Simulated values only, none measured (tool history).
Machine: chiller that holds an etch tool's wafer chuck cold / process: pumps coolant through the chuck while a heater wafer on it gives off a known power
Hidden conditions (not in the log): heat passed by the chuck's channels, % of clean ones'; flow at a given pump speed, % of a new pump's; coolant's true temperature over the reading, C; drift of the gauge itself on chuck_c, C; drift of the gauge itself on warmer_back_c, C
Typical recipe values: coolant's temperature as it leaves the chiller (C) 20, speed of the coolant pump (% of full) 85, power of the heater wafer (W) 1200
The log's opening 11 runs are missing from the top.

run   hour  coolant's temperature as it leaves the chiller (C)  speed of the coolant pump (% of full)  power of the heater wafer (W)  hours since the coolant was changed and the channels were flushed  hours since the pump was overhauled  hours since the chiller's thermometer was calibrated  chuck's temperature once it has settled (K)  how much warmer the coolant comes back (C)
 12  327.8                                                  20                                     85                           1200                                                               5418                                 1696                                                    30                                       304.55                                        4.56
 13  352.8                                                  20                                     85                           1200                                                               5443                                 1722                                                    55                                       304.55                                        4.57
 14  389.6                                                  20                                     85                           1200                                                               5480                                 1758                                                    92                                       304.55                                        4.57
 15  409.3                                                  20                                     85                           1200                                                               5499                                 1778                                                   111                                       304.55                                        4.56
 16  448.6                                                  20                                     85                           1200                                                               5539                                 1817                                                   151                                       304.65                                        4.62
 17  471.2                                                  20                                     85                           1200                                                               5561                                 1840                                                   173                                       304.65                                        4.55
 18  503.9                                                  20                                     85                           1200                                                               5594                                 1873                                                   206                                       304.45                                        4.59
 19  535.5                                                  20                                     85                           1200                                                               5626                                 1904                                                   238                                       304.65                                        4.58
 20  574.8                                                  20                                     85                           1200                                                               5665                                 1943                                                   277                                       304.45                                        4.56
 21  604.8                                                  18                                     85                            662                                                               5695                                 1974                                                   307                                       297.35                                        2.51
 22  625.8                                                  10                                     78                           1422                                                               5716                                 1995                                                   328                                       297.75                                        5.89
 23  656.1                                                  10                                     69                            781                                                               5746                                 2025                                                   358                                       291.95                                        3.61
 24  675.8                                                  10                                     69                            781                                                               5766                                 2044                                                   378                                       292.05                                        3.69
 25  715.2                                                  19                                     62                            781                                                               5805                                 2084                                                   417                                       301.85                                        4.02
 26  755.4                                                  19                                     62                            781                                                               5845                                 2124                                                   457                                       301.85                                        4.11
 27    777                                                  23                                     76                           1200                                                               5867                                 2146                                                   479                                       308.85                                        5.16
 28  815.1                                                  15                                     92                            615                                                               5905                                 2184                                                   517                                       293.75                                        2.19
 29  853.9                                                  14                                     85                            706                                                               5944                                 2223                                                   556                                       293.95                                        2.71
 30  874.2                                                  18                                     93                            706                                                               5964                                 2243                                                   576                                       297.65                                        2.44
     905.4  -- coolant changed, channels flushed
 31  921.4                                                  18                                     93                            706                                                                 16                                 2284                                                   618                                       297.05                                        2.47
 32  941.5                                                  18                                     93                            706                                                                 36                                 2304                                                   638                                       297.55                                        2.46

4 options for the next run, each taken on its own from the tool as it stands now. Forecast them:
  A  958.6                                                  18                                     74                           1468                                                                 53                                 2321                                                   655                                            ?                                           ?
  B  958.6                                                  20                                     85                           1585                                                                 53                                 2321                                                   655                                            ?                                           ?
  C  958.6                                                  18                                     93                           1713                                                                 53                                 2321                                                   655                                            ?                                           ?
  D  958.6                                                  18                                     81                            706                                                                 53                                 2321                                                   655                                            ?                                           ?

run  chuck's temperature once it has settled (K)  how much warmer the coolant comes back (C)
  A                                       306.95                                        6.43
  B                                       308.05                                        6.03
  C                                       306.05                                        5.96
  D                                       298.05                                        2.86
The same runs, with their run-to-run variation unchanged, on a tool lacking any hidden condition would have given:
run  chuck's temperature once it has settled (K)  how much warmer the coolant comes back (C)
  A                                       306.95                                        6.43
  B                                       308.05                                        6.03
  C                                       306.05                                        5.96
  D                                       298.05                                        2.85
